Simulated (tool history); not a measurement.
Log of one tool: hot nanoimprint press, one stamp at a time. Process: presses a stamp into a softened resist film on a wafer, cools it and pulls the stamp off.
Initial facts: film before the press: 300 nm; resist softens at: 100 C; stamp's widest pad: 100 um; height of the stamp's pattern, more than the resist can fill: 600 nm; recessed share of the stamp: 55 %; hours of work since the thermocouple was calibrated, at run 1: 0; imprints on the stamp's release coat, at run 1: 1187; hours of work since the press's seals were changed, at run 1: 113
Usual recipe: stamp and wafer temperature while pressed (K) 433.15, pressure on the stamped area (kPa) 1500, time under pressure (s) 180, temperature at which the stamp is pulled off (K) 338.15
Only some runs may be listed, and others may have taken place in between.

run	day	stamp and wafer temperature while pressed (K)	pressure on the stamped area (kPa)	time under pressure (s)	temperature at which the stamp is pulled off (K)	hours of work since the thermocouple was calibrated	imprints on the stamp's release coat	hours of work since the press's seals were changed	resist left under the stamp's widest pad (Å)	greatest force while the stamp is pulled off (N)
1	0	433.15	1500	180	338.15	0	1187	113	1786	173
2	2.438	433.15	1500	180	338.15	44	1436	158	1758	186
3	4.838	433.15	1500	180	338.15	88	1681	201	1762	187
4	8.067	444.15	1500	180	338.15	147	2010	260	955	198
# day 9: stamp cleaned and given a new release coat
5	11.921	444.15	1500	180	338.15	212	299	326	937	156
6	13.625	444.15	1940	180	338.15	243	473	357	821	164
7	15.433	444.15	1940	180	338.15	276	658	390	810	165
8	18.142	433.15	1120	180	338.15	326	934	439	1859	171
9	21.329	433.15	1120	180	338.15	384	1260	497	1841	174
10	23.621	433.15	1500	180	329.15	425	1494	539	1638	225
# day 26.812: plate thermocouple calibrated
11	27.321	433.15	1500	180	329.15	9	1859	604	1761	226
# day 29.692: stamp cleaned and given a new release coat
12	30.3	433.15	1500	180	329.15	59	62	653	1753	186
13	32.45	433.15	1500	180	329.15	98	281	692	1730	195
14	34.288	433.15	1500	180	329.15	131	469	726	1747	195
15	38.296	433.15	1500	180	329.15	204	879	799	1684	204
# day 39.546: press's hydraulic seals changed and the load cell set to zero
16	40.292	438.15	1720	153	329.15	235	1048	14	1234	207
17	42.038	438.15	1720	153	329.15	266	1227	45	1238	219

Run 18 has not been measured yet. What should we expect?
18	43.725	438.15	1720	153	329.15	297	1399	76	?	?

{"run 18": {"resist left under the stamp's widest pad (Å)": 1226, "greatest force while the stamp is pulled off (N)": 227}}
Minus the tool's unlogged condition, the same run would have read resist left under the stamp's widest pad (Å) 1333, greatest force while the stamp is pulled off (N) 198.
